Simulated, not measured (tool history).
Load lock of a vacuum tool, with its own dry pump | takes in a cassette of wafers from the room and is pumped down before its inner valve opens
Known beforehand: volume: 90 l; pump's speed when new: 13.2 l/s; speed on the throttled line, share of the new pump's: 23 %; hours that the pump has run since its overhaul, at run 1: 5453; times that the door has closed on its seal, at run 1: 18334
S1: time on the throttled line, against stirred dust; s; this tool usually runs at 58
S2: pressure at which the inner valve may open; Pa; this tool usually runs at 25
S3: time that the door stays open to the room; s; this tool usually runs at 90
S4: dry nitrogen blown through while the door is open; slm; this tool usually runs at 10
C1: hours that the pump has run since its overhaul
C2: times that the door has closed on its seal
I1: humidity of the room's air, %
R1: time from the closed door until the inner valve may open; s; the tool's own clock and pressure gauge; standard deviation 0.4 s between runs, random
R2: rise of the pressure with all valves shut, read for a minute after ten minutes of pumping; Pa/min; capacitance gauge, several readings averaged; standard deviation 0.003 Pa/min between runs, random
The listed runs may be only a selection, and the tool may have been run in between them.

Run 1, hour 0: usual settings; C1 5453; C2 18334; I1 44.1. Result: R1 103.3 s, R2 0.071 Pa/min.
Run 2, hour 152.1: usual settings; C1 5605; C2 19035; I1 45. Result: R1 103 s, R2 0.076 Pa/min.
Run 3, hour 288.2: usual settings; C1 5741; C2 19662; I1 44.9. Result: R1 103.3 s, R2 0.075 Pa/min.
Run 4, hour 460.4: usual settings; C1 5913; C2 20455; I1 44.4. Result: R1 102.7 s, R2 0.078 Pa/min.
Run 5, hour 569.6: usual settings; C1 6023; C2 20959; I1 43.6. Result: R1 102.7 s, R2 0.078 Pa/min.
Run 6, hour 711.7: usual settings; C1 6165; C2 21614; I1 45.1. Result: R1 103.1 s, R2 0.08 Pa/min.
Run 7, hour 883.1: usual settings; C1 6336; C2 22403; I1 42. Result: R1 103.2 s, R2 0.085 Pa/min.
Run 8, hour 1059.5: usual settings but S2 35 Pa; C1 6512; C2 23217; I1 43.7. Result: R1 100.3 s, R2 0.09 Pa/min.
Run 9, hour 1236.9: usual settings; C1 6690; C2 24034; I1 43.3. Result: R1 102.8 s, R2 0.09 Pa/min.
Run 10, hour 1375: usual settings; C1 6828; C2 24670; I1 46.4. Result: R1 103 s, R2 0.097 Pa/min.
Run 11, hour 1483.4: usual settings; C1 6936; C2 25170; I1 45.9. Result: R1 103.3 s, R2 0.099 Pa/min.
Run 12, hour 1574.7: usual settings; C1 7028; C2 25591; I1 47.1. Result: R1 103.2 s, R2 0.1 Pa/min.
Run 13, hour 1752.4: usual settings; C1 7205; C2 26410; I1 44.3. Result: R1 103 s, R2 0.101 Pa/min.
Run 14, hour 1941.4: usual settings; C1 7394; C2 27280; I1 46.1. Result: R1 102.5 s, R2 0.112 Pa/min.
Run 15, hour 2101.9: usual settings but S3 30 s; C1 7555; C2 28020; I1 42.7. Result: R1 103.5 s, R2 0.093 Pa/min.
Run 16, hour 2269.1: usual settings but S3 30 s; C1 7722; C2 28791; I1 48. Result: R1 103.6 s, R2 0.099 Pa/min.
Run 17, hour 2441.9: usual settings but S3 30 s; C1 7895; C2 29587; I1 43.7. Result: R1 104 s, R2 0.102 Pa/min.
Run 18, hour 2619.6: usual settings but S4 29 slm; C1 8073; C2 30406; I1 43.7. Result: R1 103.4 s, R2 0.105 Pa/min.
Run 19, hour 2774.3: usual settings but S4 29 slm; C1 8227; C2 31119; I1 42.3. Result: R1 103.8 s, R2 0.11 Pa/min.
Run 20, hour 2871.6: usual settings but S1 31 s, S3 165 s; C1 8325; C2 31567; I1 44.6. Result: R1 83 s, R2 0.141 Pa/min.
Run 21, hour 3009.8: usual settings; C1 8463; C2 32204; I1 44.2. Result: R1 103.1 s, R2 0.128 Pa/min.
Run 22, hour 3190.3: usual settings; C1 8643; C2 33036; I1 48.3. Result: R1 103.9 s, R2 0.139 Pa/min.
Run 23, hour 3324.9: usual settings but S1 66 s, S2 22 Pa; C1 8778; C2 33657; I1 46.5. Result: R1 111.2 s, R2 0.14 Pa/min.
Run 24, hour 3410.8: usual settings but S1 66 s, S2 22 Pa; C1 8864; C2 34052; I1 43.6. Result: R1 111 s, R2 0.138 Pa/min.
Run 25, hour 3491.4: usual settings but S1 55 s, S4 5 slm; C1 8944; C2 34424; I1 48.6. Result: R1 101.3 s, R2 0.155 Pa/min.
Run 26, hour 3630.1: usual settings but S1 55 s, S4 5 slm; C1 9083; C2 35063; I1 43.1. Result: R1 101.5 s, R2 0.151 Pa/min.
Run 27, hour 3776.3: usual settings but S3 41 s, S4 5 slm; C1 9229; C2 35737; I1 44. Result: R1 104.3 s, R2 0.141 Pa/min.
Run 28, hour 3864.6: usual settings but S2 23 Pa, S3 41 s, S4 5 slm; C1 9318; C2 36144; I1 44.2. Result: R1 103.8 s, R2 0.15 Pa/min.
Run 29, hour 3996.2: usual settings but S1 34 s, S2 18 Pa; C1 9449; C2 36750; I1 49.4. Result: R1 88.1 s, R2 0.156 Pa/min.

5 ways to go on from here, each from the tool as it stands after run 29. What would each give?
Run A, hour 4077.4: usual settings but S2 49 Pa, S4 28 slm; C1 9530; C2 37124; I1 46. Result: R1 ?, R2 ?.
Run B, hour 4077.4: usual settings but S1 52 s, S2 37 Pa, S3 93 s; C1 9530; C2 37124; I1 46.1. Result: R1 ?, R2 ?.
Run C, hour 4077.4: usual settings but S3 30 s; C1 9530; C2 37124; I1 43.4. Result: R1 ?, R2 ?.
Run D, hour 4077.4: usual settings but S1 63 s, S2 18 Pa, S3 29 s; C1 9530; C2 37124; I1 47.6. Result: R1 ?, R2 ?.
Run E, hour 4077.4: usual settings but S1 74 s, S2 44 Pa, S4 5 slm; C1 9530; C2 37124; I1 44.9. Result: R1 ?, R2 ?.

run     R1     R2
  A   99.2  0.144
  B   96.8  0.165
  C  104.5   0.14
  D  110.4  0.138
  E  111.5  0.165
With no hidden state in the tool, these same runs would have given:
run     R1     R2
  A   96.8  0.022
  B   94.2  0.043
  C  101.8  0.017
  D  107.7  0.015
  E  109.3  0.042

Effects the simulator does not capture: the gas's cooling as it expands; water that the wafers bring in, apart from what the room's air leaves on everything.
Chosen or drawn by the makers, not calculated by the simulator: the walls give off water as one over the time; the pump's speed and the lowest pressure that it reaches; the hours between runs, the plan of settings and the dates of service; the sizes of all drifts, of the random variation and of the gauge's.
